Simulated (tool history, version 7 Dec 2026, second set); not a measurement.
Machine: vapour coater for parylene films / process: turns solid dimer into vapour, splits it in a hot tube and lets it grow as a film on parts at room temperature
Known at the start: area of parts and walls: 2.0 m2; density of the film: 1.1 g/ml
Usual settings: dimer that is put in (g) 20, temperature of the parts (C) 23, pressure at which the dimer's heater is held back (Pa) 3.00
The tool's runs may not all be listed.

run     day  dimer that is put in (g)  temperature of the parts (C)  pressure at which the dimer's heater is held back (Pa)  thickness of the film (um)
  1   0.000                        20                            23                                                    3.00                        6.21
  2   1.412                        20                            23                                                    3.00                        6.17
  3   3.008                        20                            23                                                    3.00                        6.10
  4   4.429                        20                            23                                                    3.00                        6.07
  5   5.112                        20                            23                                                    3.00                        6.01
      5.358  -- trap's valve overhauled
  6   6.067                        20                            23                                                    3.00                        6.01
  7   6.992                        20                            23                                                    3.00                        5.91
  8   7.788                        13                            23                                                   10.71                        2.96
  9   8.521                        13                            23                                                   10.71                        3.01
 10  10.000                        27                            20                                                    6.14                        7.93
 11  11.288                        35                            18                                                    3.86                       12.17
     12.308  -- trap's valve overhauled, once more
 12  12.462                        35                            18                                                    3.86                       12.98
 13  14.000                        21                            28                                                    2.62                        5.15
 14  14.942                        21                            28                                                    2.62                        5.15

What if the next run were any one of these 4? Each begins from the tool's condition after run 14:
  A  15.725                        14                            28                                                    4.03                           ?
  B  15.725                        23                            19                                                    4.00                           ?
  C  15.725                        21                            28                                                    9.13                           ?
  D  15.725                        20                            17                                                    3.00                           ?

run  thickness of the film (um)
  A                        3.16
  B                        7.98
  C                        4.11
  D                        8.01
Without the tool's hidden state the same runs would have given:
run  thickness of the film (um)
  A                        3.25
  B                        8.21
  C                        4.23
  D                        8.24
